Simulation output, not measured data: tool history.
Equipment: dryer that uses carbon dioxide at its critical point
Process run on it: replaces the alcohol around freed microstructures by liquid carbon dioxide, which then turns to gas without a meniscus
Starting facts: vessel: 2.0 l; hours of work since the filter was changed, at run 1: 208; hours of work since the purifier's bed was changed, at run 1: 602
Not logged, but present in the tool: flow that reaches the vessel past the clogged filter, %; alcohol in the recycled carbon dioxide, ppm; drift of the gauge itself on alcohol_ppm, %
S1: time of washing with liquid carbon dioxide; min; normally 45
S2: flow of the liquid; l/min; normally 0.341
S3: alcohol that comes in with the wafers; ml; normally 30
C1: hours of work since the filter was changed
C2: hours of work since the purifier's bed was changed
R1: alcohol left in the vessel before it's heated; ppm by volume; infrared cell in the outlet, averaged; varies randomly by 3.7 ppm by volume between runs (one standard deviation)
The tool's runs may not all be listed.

run	hour	S1	S2	S3	C1	C2	R1
1	0	45	0.341	30	208	602	45
2	43.2	45	0.341	30	224	618	53
3	79.5	45	0.341	30	237	632	45
4	113.9	45	0.341	30	250	645	45
5	152.3	45	0.341	30	265	659	42
6	178	45	0.341	30	274	669	48
7	202.4	45	0.341	30	283	678	49
8	224.7	45	0.341	30	292	686	49
9	243.6	45	0.341	30	299	693	46
10	277.1	45	0.341	22	311	706	45
11	314.2	45	0.341	22	325	720	52
12	353.8	58	0.341	30	340	735	26
13	392.2	58	0.341	30	354	749	33
14	419.6	45	0.225	30	365	759	266
15	457.3	45	0.341	30	379	773	54
16	492.5	29	0.341	30	392	787	272
17	520	29	0.341	30	402	797	269
18	552.1	31	0.491	59	414	809	79
19	576.3	61	0.4	59	423	818	38
20	616.9	45	0.413	30	438	833	37
21	641.9	45	0.413	30	448	843	32
22	668.2	45	0.422	32	458	852	32
# hour 682.2: inlet filter changed
23	706.3	61	0.23	91	9	866	135
24	748.8	45	0.429	30	25	882	38
25	779.7	42	0.44	29	36	894	36
26	817.5	42	0.44	29	51	908	36
27	854	49	0.379	57	64	922	37
28	884.9	45	0.422	30	76	933	36
29	906.9	45	0.515	85	84	941	30
30	933.1	50	0.296	30	94	951	59
31	973.3	30	0.341	117	109	966	739
32	998.5	30	0.341	117	118	976	734
33	1021.8	33	0.217	33	127	984	824

Some steps in R1, run to run, broken into two amounts with sign: the step expected even without the hidden condition (settings, incoming material, random variation), and the rest, left for the hidden condition together with whatever gauge scatter is not in both the measured and the hidden-condition-free result:
Run 13 -> 14: S1 58 -> 45, S2 0.341 -> 0.225. R1 +233 ppm by volume: hidden state +41, all else +192.
Run 15 -> 16: S1 45 -> 29. R1 +218 ppm by volume: hidden state +38, all else +180.
Run 30 -> 31: S1 50 -> 30, S2 0.296 -> 0.341, S3 30 -> 117. R1 +680 ppm by volume: hidden state +46, all else +634.
